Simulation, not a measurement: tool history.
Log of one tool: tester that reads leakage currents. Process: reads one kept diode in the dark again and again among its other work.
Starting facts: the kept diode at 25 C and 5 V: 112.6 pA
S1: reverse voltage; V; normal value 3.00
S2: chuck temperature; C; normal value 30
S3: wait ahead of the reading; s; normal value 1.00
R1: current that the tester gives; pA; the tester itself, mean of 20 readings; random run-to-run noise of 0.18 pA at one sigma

| run | day | S1 | S2 | S3 | R1 |
|---|---|---|---|---|---|
| 1 | 0.000 | 3.00 | 30 | 1.00 | 135.64 |
| 2 | 3.529 | 3.00 | 30 | 1.00 | 135.47 |
| 3 | 5.262 | 3.00 | 30 | 1.00 | 135.49 |
| 4 | 8.838 | 3.00 | 30 | 1.00 | 135.28 |
| 5 | 11.171 | 3.00 | 30 | 1.00 | 135.71 |
| 6 | 13.421 | 3.00 | 30 | 4.21 | 135.47 |
| 7 | 14.992 | 3.00 | 30 | 4.21 | 135.11 |
| 8 | 17.779 | 3.00 | 30 | 1.00 | 135.34 |
| 9 | 20.858 | 4.81 | 30 | 1.00 | 162.62 |
| 10 | 23.996 | 4.81 | 30 | 1.00 | 162.75 |
| 11 | 27.525 | 3.00 | 21 | 1.00 | 68.65 |
| 12 | 30.583 | 3.00 | 24 | 1.00 | 86.43 |
| 13 | 34.046 | 1.18 | 21 | 0.81 | 47.69 |
| 14 | 37.771 | 4.48 | 30 | 1.69 | 157.70 |
| 15 | 39.900 | 1.97 | 30 | 1.50 | 114.69 |
| 16 | 42.350 | 1.97 | 30 | 1.50 | 114.41 |
| 17 | 45.558 | 9.73 | 60 | 9.06 | 1578.67 |
| 18 | 47.362 | 9.73 | 60 | 9.06 | 1579.70 |
| 19 | 49.333 | 17.95 | 53 | 9.06 | 1291.13 |
| 20 | 52.496 | 1.21 | 30 | 3.59 | 94.59 |
| 21 | 55.708 | 1.21 | 30 | 3.59 | 94.59 |

Each row is a separate what-if for the run after 21, all from the same tool condition, not one after another. Results?
| A | 58.038 | 12.52 | 30 | 3.59 | ? |
| B | 58.038 | 1.21 | 30 | 2.17 | ? |
| C | 58.038 | 1.79 | 30 | 5.21 | ? |
| D | 58.038 | 3.00 | 34 | 1.92 | ? |

| run | R1 |
|---|---|
| A | 235.19 |
| B | 94.48 |
| C | 109.74 |
| D | 179.01 |
With no hidden state in the tool, these same runs would have given:
| run | R1 |
|---|---|
| A | 234.10 |
| B | 95.22 |
| C | 110.47 |
| D | 180.12 |
